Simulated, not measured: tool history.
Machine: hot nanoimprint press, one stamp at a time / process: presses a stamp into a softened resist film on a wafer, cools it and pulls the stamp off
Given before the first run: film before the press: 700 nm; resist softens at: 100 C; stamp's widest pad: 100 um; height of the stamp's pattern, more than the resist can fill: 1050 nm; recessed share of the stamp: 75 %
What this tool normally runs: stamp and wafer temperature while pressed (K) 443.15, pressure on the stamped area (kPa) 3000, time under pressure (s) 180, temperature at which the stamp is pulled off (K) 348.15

run	hour	stamp and wafer temperature while pressed (K)	pressure on the stamped area (kPa)	time under pressure (s)	temperature at which the stamp is pulled off (K)	resist left under the stamp's widest pad (Å)	greatest force while the stamp is pulled off (N)
1	0	443.15	3000	180	348.15	3213	150
2	32	443.15	3000	180	348.15	3242	146
3	70.2	443.15	3000	180	348.15	3246	147
4	118.7	443.15	3000	98	348.15	4080	153
5	154.1	443.15	3000	165	348.15	3382	153
# hour 195.9: press's hydraulic seals changed and the load cell set to zero
6	219.5	443.15	3000	165	348.15	3359	155
7	275.2	443.15	3000	165	348.15	3359	159
8	322.5	443.15	3000	120	348.15	3840	160
9	355.7	443.15	3000	120	348.15	3845	156
# hour 379.8: plate thermocouple calibrated
10	394.9	437.15	3000	120	348.15	4878	165
11	440.6	437.15	3000	120	348.15	4935	164
12	479.5	443.15	3000	107	348.15	4106	167
13	534.8	443.15	3000	107	348.15	4160	169
14	568.7	451.15	2700	115	339.15	3051	185
# hour 604.2: plate thermocouple calibrated, once more
15	608.7	449.15	3000	275	337.15	1932	187

What does the tool deliver on the next run?
16	650.2	449.15	3000	275	337.15	?	?

{"run 16": {"resist left under the stamp's widest pad (Å)": 1941, "greatest force while the stamp is pulled off (N)": 185}}
Take away the tool's hidden state, keep the run-to-run variation as it was, and the same run would have given resist left under the stamp's widest pad (Å) 1913, greatest force while the stamp is pulled off (N) 156.

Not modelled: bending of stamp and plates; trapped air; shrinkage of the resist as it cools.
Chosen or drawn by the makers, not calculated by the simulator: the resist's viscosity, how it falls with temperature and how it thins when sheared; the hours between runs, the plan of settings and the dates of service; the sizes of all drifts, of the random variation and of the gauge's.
